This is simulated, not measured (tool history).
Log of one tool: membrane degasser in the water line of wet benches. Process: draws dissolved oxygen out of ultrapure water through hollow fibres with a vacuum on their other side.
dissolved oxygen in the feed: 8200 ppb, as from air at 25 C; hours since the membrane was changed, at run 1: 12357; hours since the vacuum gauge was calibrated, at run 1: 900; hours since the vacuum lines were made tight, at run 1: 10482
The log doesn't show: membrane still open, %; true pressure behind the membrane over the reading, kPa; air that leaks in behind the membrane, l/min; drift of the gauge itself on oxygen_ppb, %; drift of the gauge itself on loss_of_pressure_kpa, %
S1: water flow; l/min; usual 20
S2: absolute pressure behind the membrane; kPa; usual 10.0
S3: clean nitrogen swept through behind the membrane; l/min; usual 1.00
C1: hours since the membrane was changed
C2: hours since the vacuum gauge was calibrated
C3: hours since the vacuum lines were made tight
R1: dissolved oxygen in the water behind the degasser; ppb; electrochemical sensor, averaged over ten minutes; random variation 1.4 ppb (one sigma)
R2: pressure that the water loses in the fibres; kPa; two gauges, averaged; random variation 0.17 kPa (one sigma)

run 1 hour=0.0 | S1=20 S2=10.0 S3=1.00 | C1=12357 C2=900 C3=10482 | R1=309.2 R2=26.54
run 2 hour=157.5 | S1=20 S2=10.0 S3=1.00 | C1=12515 C2=1058 C3=10640 | R1=310.1 R2=26.46
run 3 hour=339.7 | S1=20 S2=10.0 S3=0.60 | C1=12697 C2=1240 C3=10822 | R1=466.4 R2=26.44
run 4 hour=526.9 | S1=20 S2=10.0 S3=0.60 | C1=12884 C2=1427 C3=11009 | R1=463.3 R2=26.36
-- hour=769.3 seals of the vacuum lines changed
run 5 hour=798.8 | S1=20 S2=10.0 S3=0.60 | C1=13154 C2=1697 C3=29 | R1=464.9 R2=26.38
run 6 hour=1042.5 | S1=20 S2=7.6 S3=1.00 | C1=13398 C2=1941 C3=273 | R1=208.9 R2=26.27
run 7 hour=1198.1 | S1=20 S2=7.6 S3=1.00 | C1=13554 C2=2096 C3=429 | R1=207.9 R2=26.42
run 8 hour=1453.5 | S1=20 S2=7.6 S3=1.00 | C1=13809 C2=2352 C3=684 | R1=207.8 R2=26.41
run 9 hour=1705.0 | S1=20 S2=10.0 S3=0.51 | C1=14060 C2=2603 C3=936 | R1=527.8 R2=26.71
run 10 hour=1950.1 | S1=20 S2=10.0 S3=0.51 | C1=14306 C2=2848 C3=1181 | R1=522.7 R2=26.27
run 11 hour=2205.3 | S1=13 S2=10.0 S3=0.51 | C1=14561 C2=3103 C3=1436 | R1=362.9 R2=17.13
run 12 hour=2373.6 | S1=13 S2=15.3 S3=0.51 | C1=14729 C2=3272 C3=1604 | R1=624.4 R2=17.30
run 13 hour=2625.1 | S1=13 S2=15.3 S3=0.51 | C1=14980 C2=3523 C3=1856 | R1=624.6 R2=17.18
run 14 hour=2789.9 | S1=20 S2=10.0 S3=1.14 | C1=15145 C2=3688 C3=2021 | R1=274.2 R2=26.73
run 15 hour=2998.4 | S1=20 S2=10.0 S3=1.14 | C1=15354 C2=3897 C3=2229 | R1=277.8 R2=26.79
run 16 hour=3312.6 | S1=20 S2=10.0 S3=2.48 | C1=15668 C2=4211 C3=2543 | R1=145.3 R2=26.52
run 17 hour=3475.2 | S1=19 S2=8.9 S3=1.34 | C1=15831 C2=4373 C3=2706 | R1=196.0 R2=25.26
run 18 hour=3759.3 | S1=20 S2=9.8 S3=0.78 | C1=16115 C2=4657 C3=2990 | R1=368.3 R2=26.39
run 19 hour=3973.8 | S1=16 S2=10.0 S3=0.67 | C1=16329 C2=4872 C3=3204 | R1=351.9 R2=21.28
run 20 hour=4235.8 | S1=16 S2=10.0 S3=0.67 | C1=16591 C2=5134 C3=3466 | R1=349.2 R2=21.25
run 21 hour=4441.7 | S1=16 S2=10.0 S3=0.67 | C1=16797 C2=5340 C3=3672 | R1=351.3 R2=21.26
run 22 hour=4720.4 | S1=25 S2=13.3 S3=0.63 | C1=17076 C2=5618 C3=3951 | R1=778.2 R2=33.10
run 23 hour=4987.0 | S1=28 S2=10.2 S3=0.60 | C1=17342 C2=5885 C3=4218 | R1=644.8 R2=36.83
-- hour=5211.7 vacuum gauge calibrated
run 24 hour=5273.0 | S1=26 S2=10.2 S3=1.58 | C1=17628 C2=61 C3=4503 | R1=290.5 R2=34.40
run 25 hour=5565.1 | S1=23 S2=10.0 S3=2.64 | C1=17920 C2=353 C3=4795 | R1=161.9 R2=30.53
run 26 hour=5829.6 | S1=17 S2=12.6 S3=2.64 | C1=18184 C2=618 C3=5060 | R1=151.8 R2=22.63
run 27 hour=6018.9 | S1=17 S2=12.6 S3=2.64 | C1=18374 C2=807 C3=5249 | R1=151.6 R2=22.66
run 28 hour=6186.9 | S1=30 S2=10.3 S3=1.00 | C1=18542 C2=975 C3=5417 | R1=481.8 R2=39.45
run 29 hour=6406.5 | S1=30 S2=10.3 S3=1.00 | C1=18761 C2=1195 C3=5637 | R1=482.4 R2=39.72
run 30 hour=6723.4 | S1=30 S2=10.3 S3=1.00 | C1=19078 C2=1512 C3=5954 | R1=482.0 R2=40.00
run 31 hour=6947.7 | S1=30 S2=10.3 S3=1.00 | C1=19303 C2=1736 C3=6178 | R1=479.8 R2=39.87
run 32 hour=7234.3 | S1=21 S2=20.9 S3=1.45 | C1=19589 C2=2023 C3=6464 | R1=571.5 R2=27.89

How the hidden state differs across the entries between the runs, from the last listed run before each to the first after it:
Between runs 4 and 5: seals of the vacuum lines changed (hour 769.3)
  air that leaks in behind the membrane, l/min: 0.0022 -> 0.002
Between runs 23 and 24: vacuum gauge calibrated (hour 5211.7)
  no hidden state differs between the two runs

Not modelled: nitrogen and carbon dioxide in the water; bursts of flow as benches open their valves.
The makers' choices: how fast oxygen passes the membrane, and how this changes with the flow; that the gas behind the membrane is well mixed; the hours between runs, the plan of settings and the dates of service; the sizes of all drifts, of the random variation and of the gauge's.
